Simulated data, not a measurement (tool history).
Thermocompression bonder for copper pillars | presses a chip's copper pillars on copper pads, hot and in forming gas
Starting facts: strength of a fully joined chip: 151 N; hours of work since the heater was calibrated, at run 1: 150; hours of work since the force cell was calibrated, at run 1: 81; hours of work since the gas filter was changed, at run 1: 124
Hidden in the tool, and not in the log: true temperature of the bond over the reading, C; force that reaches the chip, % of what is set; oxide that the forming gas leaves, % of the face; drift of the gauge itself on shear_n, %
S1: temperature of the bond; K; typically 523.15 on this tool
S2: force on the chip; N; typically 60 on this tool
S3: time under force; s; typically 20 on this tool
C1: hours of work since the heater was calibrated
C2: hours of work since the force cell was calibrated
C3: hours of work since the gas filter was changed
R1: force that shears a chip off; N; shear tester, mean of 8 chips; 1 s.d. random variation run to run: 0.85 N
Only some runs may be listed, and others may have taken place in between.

run 1 day=0 | S1=523.15 S2=60 S3=20 | C1=150 C2=81 C3=124 | R1=69.9
run 2 day=0.458 | S1=523.15 S2=60 S3=20 | C1=158 C2=89 C3=131 | R1=70.7
run 3 day=0.942 | S1=523.15 S2=60 S3=20 | C1=166 C2=97 C3=139 | R1=71.6
-- day=1.229 forming gas filter changed
run 4 day=1.883 | S1=523.15 S2=60 S3=20 | C1=181 C2=112 C3=11 | R1=76.7
run 5 day=2.604 | S1=523.15 S2=60 S3=11 | C1=192 C2=124 C3=23 | R1=63.7
run 6 day=3.421 | S1=523.15 S2=60 S3=11 | C1=206 C2=137 C3=36 | R1=62.1
run 7 day=3.879 | S1=523.15 S2=40 S3=20 | C1=213 C2=144 C3=44 | R1=60.6
run 8 day=4.329 | S1=523.15 S2=40 S3=20 | C1=221 C2=152 C3=51 | R1=60.2
run 9 day=5.188 | S1=523.15 S2=84 S3=20 | C1=235 C2=166 C3=65 | R1=88.5
run 10 day=5.875 | S1=523.15 S2=60 S3=27 | C1=246 C2=177 C3=76 | R1=83.2
run 11 day=6.642 | S1=497.15 S2=50 S3=16 | C1=259 C2=190 C3=89 | R1=39.2

Run 12, settings as shown, results not yet in. Your forecast:
run 12 day=7.079 | S1=505.15 S2=68 S3=30 | C1=266 C2=197 C3=96 | R1=?

Run 12 yielded R1 69.3 N.
Minus the tool's unlogged condition, the same run would have read R1 76.5 N.

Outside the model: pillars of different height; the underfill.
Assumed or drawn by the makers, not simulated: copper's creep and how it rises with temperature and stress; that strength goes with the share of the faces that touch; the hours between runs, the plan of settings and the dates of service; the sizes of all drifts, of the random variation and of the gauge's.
